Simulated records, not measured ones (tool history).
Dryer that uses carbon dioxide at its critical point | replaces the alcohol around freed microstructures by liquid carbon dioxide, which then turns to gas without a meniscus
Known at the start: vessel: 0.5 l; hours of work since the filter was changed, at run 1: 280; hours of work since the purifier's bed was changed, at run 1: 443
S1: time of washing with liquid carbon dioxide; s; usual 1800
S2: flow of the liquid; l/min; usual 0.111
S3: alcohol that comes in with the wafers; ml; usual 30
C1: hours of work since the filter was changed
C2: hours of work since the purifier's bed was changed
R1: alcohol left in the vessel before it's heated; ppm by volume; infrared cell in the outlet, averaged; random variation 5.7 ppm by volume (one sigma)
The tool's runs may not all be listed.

run 1 hour=0 | S1=1800 S2=0.111 S3=30 | C1=280 C2=443 | R1=350
run 2 hour=35.3 | S1=1800 S2=0.111 S3=30 | C1=293 C2=455 | R1=363
run 3 hour=78.7 | S1=1800 S2=0.079 S3=30 | C1=309 C2=471 | R1=1533
-- hour=112.9 inlet filter changed
run 4 hour=117.9 | S1=1800 S2=0.079 S3=30 | C1=2 C2=484 | R1=1012
run 5 hour=183 | S1=1800 S2=0.111 S3=30 | C1=25 C2=508 | R1=231
run 6 hour=231 | S1=1800 S2=0.111 S3=30 | C1=42 C2=525 | R1=253
run 7 hour=272.9 | S1=1800 S2=0.111 S3=30 | C1=57 C2=540 | R1=250
run 8 hour=307.8 | S1=1800 S2=0.076 S3=30 | C1=70 C2=553 | R1=1289
run 9 hour=348.1 | S1=1800 S2=0.076 S3=30 | C1=84 C2=567 | R1=1309
run 10 hour=399.7 | S1=1800 S2=0.076 S3=30 | C1=103 C2=586 | R1=1389
run 11 hour=462.2 | S1=1800 S2=0.175 S3=30 | C1=125 C2=608 | R1=72
run 12 hour=528 | S1=1800 S2=0.175 S3=30 | C1=149 C2=632 | R1=72
run 13 hour=572 | S1=1800 S2=0.111 S3=30 | C1=165 C2=647 | R1=304
run 14 hour=634.4 | S1=1800 S2=0.111 S3=30 | C1=187 C2=670 | R1=308
run 15 hour=698.9 | S1=2520 S2=0.111 S3=30 | C1=210 C2=693 | R1=101
run 16 hour=739.5 | S1=1800 S2=0.111 S3=30 | C1=225 C2=707 | R1=339
run 17 hour=784.8 | S1=1140 S2=0.118 S3=30 | C1=241 C2=724 | R1=1713
run 18 hour=847.6 | S1=2040 S2=0.078 S3=55 | C1=264 C2=746 | R1=1722
run 19 hour=884.8 | S1=1380 S2=0.101 S3=89 | C1=277 C2=759 | R1=4619
run 20 hour=924.7 | S1=2100 S2=0.111 S3=30 | C1=291 C2=774 | R1=192
run 21 hour=957.7 | S1=2100 S2=0.111 S3=30 | C1=303 C2=786 | R1=214
-- hour=1006.6 inlet filter changed
run 22 hour=1011.4 | S1=1800 S2=0.172 S3=55 | C1=2 C2=805 | R1=99
-- hour=1079.4 purifier's bed changed
run 23 hour=1079.4 | S1=1800 S2=0.172 S3=55 | C1=25 C2=0 | R1=13
run 24 hour=1119.7 | S1=1740 S2=0.172 S3=55 | C1=39 C2=14 | R1=21
run 25 hour=1154.5 | S1=1140 S2=0.119 S3=53 | C1=52 C2=27 | R1=2192
run 26 hour=1182.1 | S1=1140 S2=0.119 S3=53 | C1=62 C2=37 | R1=2234
run 27 hour=1238.4 | S1=1560 S2=0.101 S3=22 | C1=82 C2=57 | R1=500
run 28 hour=1273.9 | S1=2400 S2=0.153 S3=31 | C1=95 C2=70 | R1=13
run 29 hour=1333.3 | S1=1440 S2=0.111 S3=30 | C1=116 C2=91 | R1=700
run 30 hour=1369.3 | S1=1200 S2=0.111 S3=45 | C1=129 C2=104 | R1=2141
run 31 hour=1417 | S1=1200 S2=0.111 S3=45 | C1=146 C2=121 | R1=2214

Some steps in R1 between neighbouring runs. How much of each would the tool show without its hidden state too (settings, what came in, random variation), and how much is left for the hidden state, with any gauge scatter that isn't in both results?
The hidden state here: flow that reaches the vessel past the clogged filter, %; alcohol in the recycled carbon dioxide, ppm; drift of the gauge itself on alcohol_ppm, %.
Run 3 -> 4: inlet filter changed. R1 -521 ppm by volume: hidden state -510, all else -11.
Run 18 -> 19: S1 2040 -> 1380, S2 0.078 -> 0.101, S3 55 -> 89. R1 +2897 ppm by volume: hidden state +945, all else +1952.
Run 19 -> 20: S1 1380 -> 2100, S2 0.101 -> 0.111, S3 89 -> 30. R1 -4427 ppm by volume: hidden state -1477, all else -2950.
Run 24 -> 25: S1 1740 -> 1140, S2 0.172 -> 0.119, S3 55 -> 53. R1 +2171 ppm by volume: hidden state +176, all else +1995.
